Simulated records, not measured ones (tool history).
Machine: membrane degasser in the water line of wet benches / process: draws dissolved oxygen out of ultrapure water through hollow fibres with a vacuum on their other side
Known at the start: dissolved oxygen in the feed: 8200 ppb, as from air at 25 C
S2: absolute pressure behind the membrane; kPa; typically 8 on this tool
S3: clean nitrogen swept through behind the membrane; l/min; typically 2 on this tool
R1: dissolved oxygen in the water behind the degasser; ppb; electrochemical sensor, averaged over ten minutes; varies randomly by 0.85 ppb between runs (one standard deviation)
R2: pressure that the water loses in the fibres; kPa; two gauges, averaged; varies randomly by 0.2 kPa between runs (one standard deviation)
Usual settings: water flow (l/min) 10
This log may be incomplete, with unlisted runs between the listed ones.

{"run": 1, "hour": 0.0, "water flow (l/min)": 10, "S2": 8, "S3": 2, "R1": 93.6, "R2": 46.33}
{"run": 2, "hour": 311.6, "water flow (l/min)": 10, "S2": 8, "S3": 2, "R1": 93.6, "R2": 46.46}
{"run": 3, "hour": 531.6, "water flow (l/min)": 10, "S2": 8, "S3": 2, "R1": 96.4, "R2": 46.85}
{"run": 4, "hour": 719.2, "water flow (l/min)": 10, "S2": 8, "S3": 2, "R1": 96.2, "R2": 47.03}
{"run": 5, "hour": 902.1, "water flow (l/min)": 10, "S2": 8, "S3": 2, "R1": 95.2, "R2": 46.97}
{"run": 6, "hour": 1138.4, "water flow (l/min)": 10, "S2": 8, "S3": 1.3, "R1": 131.5, "R2": 46.95}
{"hour": 1363.2, "done": "seals of the vacuum lines changed"}
{"run": 7, "hour": 1400.4, "water flow (l/min)": 10, "S2": 10.78, "S3": 2, "R1": 126.6, "R2": 47.42}

The next listed run, before its measurement:
{"run": 8, "hour": 1563.8, "water flow (l/min)": 10, "S2": 10.78, "S3": 2, "R1": "?", "R2": "?"}

{"run 8": {"R1": 125.5, "R2": 47.38}}
With the hidden condition absent and the run-to-run variation left alone, this run would have shown R1 112.6 ppb, R2 45.32 kPa.

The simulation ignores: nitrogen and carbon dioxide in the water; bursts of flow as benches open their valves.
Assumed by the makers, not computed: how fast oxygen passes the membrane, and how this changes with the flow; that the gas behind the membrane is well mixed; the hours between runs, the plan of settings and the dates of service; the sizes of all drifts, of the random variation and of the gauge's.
